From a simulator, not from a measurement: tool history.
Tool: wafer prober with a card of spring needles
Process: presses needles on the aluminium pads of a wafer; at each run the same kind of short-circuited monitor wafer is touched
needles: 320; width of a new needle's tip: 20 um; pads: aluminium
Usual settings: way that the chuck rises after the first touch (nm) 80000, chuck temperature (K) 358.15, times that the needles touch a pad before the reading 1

run    hour  way that the chuck rises after the first touch (nm)  chuck temperature (K)  times that the needles touch a pad before the reading  resistance of one needle with its contact and lead (mohm)  way that a needle slides on the pad (nm)
  1     0.0                                                80000                 358.15                                                      1                                                        112                                     20060
        6.2  -- tips cleaned on abrasive film
       21.5  -- tips cleaned on abrasive film
       36.9  -- tips cleaned on abrasive film
  2    40.1                                                80000                 358.15                                                      1                                                        113                                     20020
       49.3  -- tips cleaned on abrasive film
       61.6  -- tips cleaned on abrasive film
  3    71.8                                                80000                 358.15                                                      1                                                        113                                     20050
       75.0  -- tips cleaned on abrasive film
       87.3  -- tips cleaned on abrasive film
      102.6  -- tips cleaned on abrasive film
      109.0  -- height of the first contact set anew
  4   113.5                                                80000                 336.15                                                      1                                                        111                                     19970
      116.6  -- tips cleaned on abrasive film
      132.0  -- tips cleaned on abrasive film
      147.3  -- tips cleaned on abrasive film
  5   157.9                                                80000                 336.15                                                      1                                                        110                                     20070
      161.1  -- tips cleaned on abrasive film
      176.4  -- tips cleaned on abrasive film
      191.7  -- tips cleaned on abrasive film
  6   201.0                                                80000                 336.15                                                      1                                                        111                                     20000
      204.1  -- tips cleaned on abrasive film
      216.4  -- tips cleaned on abrasive film
      228.7  -- tips cleaned on abrasive film
      243.9  -- tips cleaned on abrasive film
      259.3  -- tips cleaned on abrasive film
      272.7  -- tips cleaned on abrasive film
  7   272.7                                                64000                 358.15                                                      1                                                        114                                     16050
      285.0  -- tips cleaned on abrasive film
      300.3  -- tips cleaned on abrasive film
      312.6  -- tips cleaned on abrasive film
      324.9  -- tips cleaned on abrasive film
  8   331.6                                                64000                 358.15                                                      1                                                        115                                     16030
      337.8  -- tips cleaned on abrasive film
      347.2  -- height of the first contact set anew
      353.4  -- tips cleaned on abrasive film
      365.7  -- tips cleaned on abrasive film
      378.1  -- tips cleaned on abrasive film
  9   378.1                                                64000                 358.15                                                      1                                                        114                                     16020
      393.3  -- tips cleaned on abrasive film
      405.6  -- tips cleaned on abrasive film
      420.2  -- tips cleaned on abrasive film
 10   420.2                                                81000                 358.15                                                      1                                                        111                                     20270
      435.5  -- tips cleaned on abrasive film
      447.8  -- tips cleaned on abrasive film
      463.2  -- tips cleaned on abrasive film
      475.5  -- tips cleaned on abrasive film
      490.8  -- tips cleaned on abrasive film
 11   492.9                                                81000                 358.15                                                      1                                                        113                                     20270
      505.2  -- tips cleaned on abrasive film
      517.5  -- tips cleaned on abrasive film
 12   525.1                                                80000                 358.15                                                      1                                                        115                                     20030
      531.3  -- tips cleaned on abrasive film
      546.6  -- tips cleaned on abrasive film
      561.8  -- tips cleaned on abrasive film
 13   567.5                                                80000                 358.15                                                      1                                                        114                                     19990
      576.7  -- tips cleaned on abrasive film
      583.1  -- height of the first contact set anew
      589.3  -- tips cleaned on abrasive film
 14   600.0                                                80000                 358.15                                                      1                                                        113                                     19990
      603.1  -- tips cleaned on abrasive film
      615.4  -- tips cleaned on abrasive film
      627.7  -- tips cleaned on abrasive film
      643.1  -- tips cleaned on abrasive film
 15   652.9                                                80000                 358.15                                                      1                                                        113                                     20020
      656.1  -- tips cleaned on abrasive film
      668.4  -- tips cleaned on abrasive film
      683.7  -- tips cleaned on abrasive film
 16   693.4                                                81000                 349.15                                                      1                                                        111                                     20300
      696.5  -- tips cleaned on abrasive film
      708.8  -- tips cleaned on abrasive film
      723.4  -- tips cleaned on abrasive film
 17   723.4                                                81000                 349.15                                                      1                                                        112                                     20300
      735.7  -- tips cleaned on abrasive film
      751.0  -- tips cleaned on abrasive film
      766.4  -- tips cleaned on abrasive film
      778.7  -- tips cleaned on abrasive film
 18   783.8                                                67000                 358.15                                                      2                                                        114                                     16730
      793.0  -- tips cleaned on abrasive film
      805.3  -- tips cleaned on abrasive film
      820.7  -- tips cleaned on abrasive film
      821.0  -- height of the first contact set anew
      836.3  -- tips cleaned on abrasive film
 19   838.2                                                67000                 358.15                                                      2                                                        113                                     16810
      850.4  -- tips cleaned on abrasive film
      865.7  -- tips cleaned on abrasive film
      881.1  -- tips cleaned on abrasive film
      896.4  -- tips cleaned on abrasive film
 20   898.4                                                95000                 310.15                                                      1                                                        104                                     23750
      910.7  -- tips cleaned on abrasive film
      926.0  -- tips cleaned on abrasive film
      938.3  -- tips cleaned on abrasive film
      953.6  -- tips cleaned on abrasive film
 21   960.9                                                95000                 310.15                                                      2                                                        108                                     23830
      967.1  -- tips cleaned on abrasive film
      982.4  -- tips cleaned on abrasive film
      997.8  -- tips cleaned on abrasive film
     1013.1  -- tips cleaned on abrasive film
     1027.2  -- tips cleaned on abrasive film
 22  1027.2                                                68000                 311.15                                                      2                                                        111                                     17000
     1042.5  -- tips cleaned on abrasive film
     1054.8  -- tips cleaned on abrasive film
     1058.2  -- height of the first contact set anew
     1070.4  -- tips cleaned on abrasive film
     1082.7  -- tips cleaned on abrasive film
 23  1091.5                                                84000                 314.15                                                      1                                                        107                                     20970
     1097.7  -- tips cleaned on abrasive film
     1113.1  -- tips cleaned on abrasive film
     1128.4  -- tips cleaned on abrasive film
     1143.8  -- tips cleaned on abrasive film
 24  1147.6                                                65000                 358.15                                                      1                                                        113                                     16300
     1156.8  -- tips cleaned on abrasive film
     1169.1  -- tips cleaned on abrasive film
     1184.5  -- tips cleaned on abrasive film
     1199.8  -- tips cleaned on abrasive film
 25  1201.0                                                65000                 358.15                                                      1                                                        113                                     16240
     1213.3  -- tips cleaned on abrasive film
     1228.6  -- tips cleaned on abrasive film
     1240.9  -- tips cleaned on abrasive film
     1256.2  -- tips cleaned on abrasive film
     1271.6  -- tips cleaned on abrasive film
 26  1273.5                                                81000                 324.15                                                      2                                                        110                                     20310

Forecast each of these 3 alternatives for the next run:
     1285.8  -- tips cleaned on abrasive film
     1295.3  -- height of the first contact set anew
     1301.5  -- tips cleaned on abrasive film
     1313.8  -- tips cleaned on abrasive film
  A  1320.5                                                62000                 305.15                                                      3                                                          ?                                         ?
     1285.8  -- tips cleaned on abrasive film
     1295.3  -- height of the first contact set anew
     1301.5  -- tips cleaned on abrasive film
     1313.8  -- tips cleaned on abrasive film
  B  1320.5                                                88000                 364.15                                                      3                                                          ?                                         ?
     1285.8  -- tips cleaned on abrasive film
     1295.3  -- height of the first contact set anew
     1301.5  -- tips cleaned on abrasive film
     1313.8  -- tips cleaned on abrasive film
  C  1320.5                                                97000                 309.15                                                      3                                                          ?                                         ?

run  resistance of one needle with its contact and lead (mohm)  way that a needle slides on the pad (nm)
  A                                                        109                                     15530
  B                                                        113                                     22000
  C                                                        105                                     24280
Without the tool's hidden state the same runs would have given:
run  resistance of one needle with its contact and lead (mohm)  way that a needle slides on the pad (nm)
  A                                                        109                                     15530
  B                                                        113                                     22000
  C                                                        105                                     24280

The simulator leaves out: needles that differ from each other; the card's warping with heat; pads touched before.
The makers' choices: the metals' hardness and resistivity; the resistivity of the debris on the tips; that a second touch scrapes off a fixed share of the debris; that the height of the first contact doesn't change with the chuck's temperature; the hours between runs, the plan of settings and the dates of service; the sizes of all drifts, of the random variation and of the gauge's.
